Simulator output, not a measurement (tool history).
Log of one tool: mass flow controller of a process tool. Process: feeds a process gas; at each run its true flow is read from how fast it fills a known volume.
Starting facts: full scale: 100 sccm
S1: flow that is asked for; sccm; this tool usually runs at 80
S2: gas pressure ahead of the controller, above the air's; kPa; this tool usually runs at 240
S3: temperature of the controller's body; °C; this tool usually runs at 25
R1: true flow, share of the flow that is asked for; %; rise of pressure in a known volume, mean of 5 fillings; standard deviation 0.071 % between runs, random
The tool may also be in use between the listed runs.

run    hour  S1   S2  S3      R1
  1     0.0  80  240  25   99.73
  2    85.8  80  240  35  100.58
  3   158.4  80  240  35  100.73
  4   285.9  80  240  25   99.69
  5   390.9  80  240  24   99.62
  6   487.9  80  240  39  100.98
  7   611.2  80  240  39  100.99
  8   712.5  80  240  25   99.65
  9   826.2  80  240  25   99.66
 10   922.2  80  240  25   99.63
 11  1005.3  14  240  25  100.46
 12  1135.5  14  240  25  100.61
 13  1252.5  22  240  25   99.80
 14  1328.6  42  240  25   99.30
 15  1397.6  42  240  25   99.53
 16  1499.4  12  174  33  101.34
 17  1578.5  54  205  29   99.58
 18  1709.3  39  205  29   99.38
 19  1837.2  80  259  25   99.87
 20  1970.0  30  179  30   99.78
 21  2080.0  94  240  29  100.16
 22  2214.5  94  253  29  100.23
 23  2289.5  94  253  29  100.34
 24  2349.2  52  240  32  100.02
 25  2484.5  52  240  32  100.02
 26  2557.0  26  240  25   99.76
 27  2652.8  22  201  34  100.60

4 options for the next run, each taken on its own from the tool as it stands now. Forecast them:
  A  2763.4  24  210  36   ?
  B  2763.4  75  240  25   ?
  C  2763.4  28  262  26   ?
  D  2763.4  88  197  25   ?

run      R1
  A  100.80
  B   99.64
  C  100.00
  D   99.43
With the hidden condition removed and each run's random variation left untouched, the same runs would have given:
run     R1
  A  99.78
  B  99.82
  C  99.24
  D  99.70
